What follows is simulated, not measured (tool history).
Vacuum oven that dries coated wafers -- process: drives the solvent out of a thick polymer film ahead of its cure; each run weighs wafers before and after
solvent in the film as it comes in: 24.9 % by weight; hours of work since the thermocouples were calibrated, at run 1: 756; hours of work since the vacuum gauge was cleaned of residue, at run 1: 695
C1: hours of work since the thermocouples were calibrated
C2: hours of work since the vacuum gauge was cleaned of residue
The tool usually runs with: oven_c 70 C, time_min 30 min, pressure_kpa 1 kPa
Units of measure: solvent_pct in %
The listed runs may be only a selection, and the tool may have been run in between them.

run 1 day=0 | oven_c=70 time_min=30 pressure_kpa=1 | C1=756 C2=695 | solvent_pct=1.25
run 2 day=1.471 | oven_c=70 time_min=30 pressure_kpa=1 | C1=781 C2=721 | solvent_pct=1.25
run 3 day=2.875 | oven_c=70 time_min=30 pressure_kpa=1 | C1=805 C2=745 | solvent_pct=1.22
run 4 day=5.433 | oven_c=70 time_min=30 pressure_kpa=1 | C1=849 C2=788 | solvent_pct=1.23
run 5 day=7.508 | oven_c=70 time_min=30 pressure_kpa=1 | C1=884 C2=823 | solvent_pct=1.2
-- day=8.704 oven's thermocouples calibrated
run 6 day=9.533 | oven_c=70 time_min=30 pressure_kpa=1 | C1=14 C2=857 | solvent_pct=1.63
run 7 day=11.004 | oven_c=70 time_min=30 pressure_kpa=1 | C1=39 C2=882 | solvent_pct=1.62
run 8 day=12.583 | oven_c=70 time_min=30 pressure_kpa=1 | C1=66 C2=909 | solvent_pct=1.62
run 9 day=15.221 | oven_c=70 time_min=30 pressure_kpa=1 | C1=111 C2=954 | solvent_pct=1.6
run 10 day=16.375 | oven_c=70 time_min=30 pressure_kpa=1 | C1=131 C2=973 | solvent_pct=1.59
run 11 day=17.688 | oven_c=70 time_min=20 pressure_kpa=1 | C1=153 C2=996 | solvent_pct=3.5
run 12 day=19.633 | oven_c=70 time_min=20 pressure_kpa=1 | C1=186 C2=1029 | solvent_pct=3.45
run 13 day=21.267 | oven_c=70 time_min=20 pressure_kpa=1 | C1=214 C2=1057 | solvent_pct=3.45
run 14 day=23.225 | oven_c=70 time_min=20 pressure_kpa=1 | C1=248 C2=1090 | solvent_pct=3.43
run 15 day=24.871 | oven_c=70 time_min=20 pressure_kpa=1 | C1=276 C2=1118 | solvent_pct=3.42
run 16 day=26.875 | oven_c=70 time_min=30 pressure_kpa=1 | C1=310 C2=1152 | solvent_pct=1.57
run 17 day=28.929 | oven_c=70 time_min=30 pressure_kpa=1 | C1=345 C2=1187 | solvent_pct=1.52
run 18 day=30.788 | oven_c=70 time_min=30 pressure_kpa=1 | C1=376 C2=1219 | solvent_pct=1.53
run 19 day=32.175 | oven_c=70 time_min=30 pressure_kpa=0.77 | C1=400 C2=1243 | solvent_pct=1.48
run 20 day=34.667 | oven_c=70 time_min=46 pressure_kpa=1 | C1=443 C2=1285 | solvent_pct=0.61
run 21 day=36.221 | oven_c=70 time_min=46 pressure_kpa=1 | C1=469 C2=1311 | solvent_pct=0.63
run 22 day=38.029 | oven_c=70 time_min=46 pressure_kpa=1 | C1=500 C2=1342 | solvent_pct=0.57
run 23 day=40.525 | oven_c=70 time_min=46 pressure_kpa=1 | C1=542 C2=1385 | solvent_pct=0.6
run 24 day=43.071 | oven_c=83 time_min=30 pressure_kpa=0.67 | C1=586 C2=1428 | solvent_pct=0.16
run 25 day=45.612 | oven_c=83 time_min=30 pressure_kpa=0.67 | C1=629 C2=1472 | solvent_pct=0.15
run 26 day=48.275 | oven_c=83 time_min=30 pressure_kpa=0.67 | C1=675 C2=1517 | solvent_pct=0.19
run 27 day=49.988 | oven_c=55 time_min=20 pressure_kpa=3.72 | C1=704 C2=1546 | solvent_pct=12.89
run 28 day=51.308 | oven_c=83 time_min=32 pressure_kpa=1.59 | C1=726 C2=1569 | solvent_pct=0.34
run 29 day=53.579 | oven_c=70 time_min=34 pressure_kpa=0.56 | C1=765 C2=1607 | solvent_pct=0.95
run 30 day=55.583 | oven_c=70 time_min=34 pressure_kpa=0.56 | C1=799 C2=1642 | solvent_pct=0.96
run 31 day=57.354 | oven_c=70 time_min=34 pressure_kpa=0.56 | C1=829 C2=1672 | solvent_pct=0.95
run 32 day=58.771 | oven_c=61 time_min=41 pressure_kpa=0.55 | C1=853 C2=1696 | solvent_pct=3.3
run 33 day=59.95 | oven_c=79 time_min=15 pressure_kpa=0.55 | C1=874 C2=1716 | solvent_pct=1.16
-- day=61.725 oven's thermocouples calibrated
run 34 day=62.612 | oven_c=70 time_min=30 pressure_kpa=0.55 | C1=15 C2=1760 | solvent_pct=1.59
run 35 day=64.542 | oven_c=79 time_min=30 pressure_kpa=0.94 | C1=48 C2=1793 | solvent_pct=0.34
run 36 day=67.004 | oven_c=64 time_min=21 pressure_kpa=0.61 | C1=90 C2=1835 | solvent_pct=6.6
-- day=68.488 vacuum gauge cleaned of residue and calibrated
run 37 day=69.288 | oven_c=64 time_min=21 pressure_kpa=0.61 | C1=128 C2=14 | solvent_pct=6.53
run 38 day=70.708 | oven_c=75 time_min=42 pressure_kpa=0.61 | C1=152 C2=38 | solvent_pct=0.21
run 39 day=73.142 | oven_c=84 time_min=23 pressure_kpa=1.71 | C1=194 C2=79 | solvent_pct=0.34
run 40 day=74.588 | oven_c=72 time_min=30 pressure_kpa=0.81 | C1=218 C2=104 | solvent_pct=1.01
run 41 day=77.029 | oven_c=72 time_min=30 pressure_kpa=0.81 | C1=260 C2=146 | solvent_pct=1.02
run 42 day=79.604 | oven_c=81 time_min=30 pressure_kpa=0.81 | C1=304 C2=189 | solvent_pct=0.18
run 43 day=80.717 | oven_c=64 time_min=31 pressure_kpa=3.87 | C1=323 C2=208 | solvent_pct=4.87

Below are 5 alternative next runs, each starting from the tool's condition after run 43. Predict each:
run A day=82.454 | oven_c=74 time_min=33 pressure_kpa=2.09 | C1=352 C2=238 | solvent_pct=?
run B day=82.454 | oven_c=57 time_min=25 pressure_kpa=1.45 | C1=352 C2=238 | solvent_pct=?
run C day=82.454 | oven_c=64 time_min=39 pressure_kpa=0.61 | C1=352 C2=238 | solvent_pct=?
run D day=82.454 | oven_c=64 time_min=49 pressure_kpa=2.34 | C1=352 C2=238 | solvent_pct=?
run E day=82.454 | oven_c=64 time_min=31 pressure_kpa=2.48 | C1=352 C2=238 | solvent_pct=?

run=A solvent_pct=0.84
run=B solvent_pct=9.8
run=C solvent_pct=2.47
run=D solvent_pct=2.19
run=E solvent_pct=4.34
Take away the tool's hidden state, keep each run's random variation, and the runs would have read:
run=A solvent_pct=0.82
run=B solvent_pct=9.76
run=C solvent_pct=2.44
run=D solvent_pct=2.17
run=E solvent_pct=4.31
